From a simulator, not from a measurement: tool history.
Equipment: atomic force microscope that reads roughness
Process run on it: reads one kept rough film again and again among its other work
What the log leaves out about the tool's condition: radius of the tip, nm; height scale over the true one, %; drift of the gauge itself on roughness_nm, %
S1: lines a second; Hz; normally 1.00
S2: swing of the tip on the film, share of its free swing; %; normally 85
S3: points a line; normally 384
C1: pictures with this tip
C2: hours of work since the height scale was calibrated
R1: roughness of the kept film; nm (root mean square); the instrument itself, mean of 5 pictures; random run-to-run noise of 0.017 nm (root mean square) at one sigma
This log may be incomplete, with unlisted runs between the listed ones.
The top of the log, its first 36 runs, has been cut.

| run | hour | S1 | S2 | S3 | C1 | C2 | R1 |
|---|---|---|---|---|---|---|---|
| 37 | 1194.3 | 2.40 | 85 | 384 | 32 | 53 | 3.768 |
|  | 1210.1 | height scale calibrated on a step standard, once more |
| 38 | 1234.9 | 3.25 | 85 | 384 | 78 | 16 | 3.244 |
| 39 | 1259.3 | 3.25 | 85 | 384 | 107 | 33 | 3.029 |
| 40 | 1304.1 | 0.55 | 72 | 650 | 159 | 62 | 3.097 |
|  | 1343.4 | new tip fitted |
| 41 | 1350.4 | 1.00 | 83 | 445 | 8 | 92 | 4.096 |
| 42 | 1385.7 | 1.00 | 83 | 445 | 49 | 116 | 3.736 |
| 43 | 1408.6 | 1.00 | 64 | 445 | 76 | 131 | 3.649 |
| 44 | 1432.5 | 1.00 | 64 | 445 | 104 | 147 | 3.447 |
| 45 | 1466.7 | 1.00 | 64 | 445 | 144 | 169 | 3.181 |
| 46 | 1503.7 | 0.51 | 73 | 702 | 188 | 194 | 2.966 |
|  | 1520.9 | new tip fitted |
| 47 | 1542.5 | 0.52 | 77 | 894 | 26 | 219 | 4.109 |
| 48 | 1586.1 | 0.64 | 85 | 469 | 77 | 248 | 3.575 |
| 49 | 1616.3 | 1.00 | 89 | 824 | 112 | 268 | 3.323 |
| 50 | 1653.6 | 1.00 | 64 | 672 | 156 | 293 | 3.170 |
| 51 | 1684.7 | 2.07 | 57 | 672 | 192 | 313 | 2.935 |

Estimate the outcome of run 52 from the log above:
|  | 1697.9 | new tip fitted |
| 52 | 1723.8 | 0.89 | 68 | 384 | 30 | 339 | ? |

{"run 52": {"R1": 4.058}}
Had the tool carried no hidden state, the very same run would have given R1 4.307 nm (root mean square).
